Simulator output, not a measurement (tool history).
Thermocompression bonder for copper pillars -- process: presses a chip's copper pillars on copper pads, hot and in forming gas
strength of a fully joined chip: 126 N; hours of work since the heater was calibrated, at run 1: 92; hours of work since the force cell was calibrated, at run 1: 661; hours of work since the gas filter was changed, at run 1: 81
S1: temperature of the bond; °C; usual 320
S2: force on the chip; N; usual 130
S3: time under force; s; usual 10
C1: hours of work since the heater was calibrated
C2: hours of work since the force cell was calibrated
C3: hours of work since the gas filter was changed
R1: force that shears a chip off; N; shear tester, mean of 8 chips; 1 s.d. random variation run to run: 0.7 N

run 1 hour=0.0 | S1=320 S2=130 S3=10 | C1=92 C2=661 C3=81 | R1=44.4
run 2 hour=13.3 | S1=320 S2=130 S3=10 | C1=101 C2=669 C3=89 | R1=44.6
run 3 hour=33.3 | S1=320 S2=130 S3=10 | C1=113 C2=681 C3=102 | R1=43.5
run 4 hour=46.2 | S1=320 S2=130 S3=11 | C1=121 C2=690 C3=110 | R1=45.3
run 5 hour=65.6 | S1=320 S2=130 S3=10 | C1=134 C2=702 C3=122 | R1=43.4
run 6 hour=78.9 | S1=320 S2=130 S3=10 | C1=142 C2=710 C3=130 | R1=43.7
run 7 hour=90.0 | S1=336 S2=130 S3=10 | C1=149 C2=717 C3=137 | R1=51.3
run 8 hour=110.3 | S1=336 S2=130 S3=10 | C1=162 C2=730 C3=150 | R1=49.6
-- hour=119.0 forming gas filter changed
run 9 hour=126.5 | S1=320 S2=130 S3=10 | C1=171 C2=739 C3=5 | R1=45.6
run 10 hour=142.9 | S1=320 S2=130 S3=10 | C1=182 C2=750 C3=15 | R1=46.7
run 11 hour=161.5 | S1=320 S2=130 S3=10 | C1=193 C2=761 C3=27 | R1=45.7
run 12 hour=181.8 | S1=320 S2=130 S3=19 | C1=206 C2=774 C3=39 | R1=59.9
run 13 hour=190.9 | S1=322 S2=130 S3=10 | C1=212 C2=780 C3=45 | R1=48.1
run 14 hour=207.9 | S1=320 S2=130 S3=10 | C1=222 C2=790 C3=56 | R1=46.5
run 15 hour=226.3 | S1=320 S2=130 S3=10 | C1=234 C2=802 C3=67 | R1=44.9
run 16 hour=245.2 | S1=317 S2=157 S3=26 | C1=246 C2=814 C3=79 | R1=74.2
run 17 hour=255.0 | S1=317 S2=157 S3=26 | C1=252 C2=820 C3=85 | R1=73.4
run 18 hour=269.3 | S1=317 S2=157 S3=26 | C1=261 C2=829 C3=94 | R1=72.5
run 19 hour=284.3 | S1=331 S2=119 S3=12 | C1=270 C2=838 C3=104 | R1=46.7
run 20 hour=297.9 | S1=320 S2=157 S3=21 | C1=279 C2=847 C3=112 | R1=68.7
run 21 hour=308.5 | S1=331 S2=182 S3=10 | C1=285 C2=853 C3=119 | R1=67.5
run 22 hour=322.7 | S1=345 S2=80 S3=10 | C1=294 C2=862 C3=128 | R1=31.3
run 23 hour=342.7 | S1=320 S2=129 S3=10 | C1=307 C2=875 C3=140 | R1=43.8
run 24 hour=360.2 | S1=320 S2=129 S3=10 | C1=318 C2=886 C3=151 | R1=42.9
-- hour=368.4 forming gas filter changed
run 25 hour=369.5 | S1=333 S2=130 S3=28 | C1=323 C2=891 C3=1 | R1=75.2
run 26 hour=389.4 | S1=306 S2=130 S3=15 | C1=336 C2=904 C3=13 | R1=47.1
run 27 hour=404.3 | S1=306 S2=130 S3=15 | C1=345 C2=913 C3=22 | R1=46.6
run 28 hour=424.9 | S1=348 S2=131 S3=9 | C1=358 C2=926 C3=35 | R1=58.1
run 29 hour=439.3 | S1=348 S2=131 S3=9 | C1=367 C2=935 C3=44 | R1=54.9
run 30 hour=452.7 | S1=320 S2=130 S3=5 | C1=375 C2=944 C3=53 | R1=34.3

3 options for the next run, each taken on its own from the tool as it stands now. Forecast them:
run A hour=469.8 | S1=306 S2=130 S3=5 | C1=386 C2=954 C3=63 | R1=?
run B hour=469.8 | S1=320 S2=81 S3=10 | C1=386 C2=954 C3=63 | R1=?
run C hour=469.8 | S1=320 S2=130 S3=20 | C1=386 C2=954 C3=63 | R1=?

run=A R1=28.4
run=B R1=25.0
run=C R1=58.1
Without the tool's unlogged condition, the same runs would have read:
run=A R1=31.3
run=B R1=27.5
run=C R1=63.1
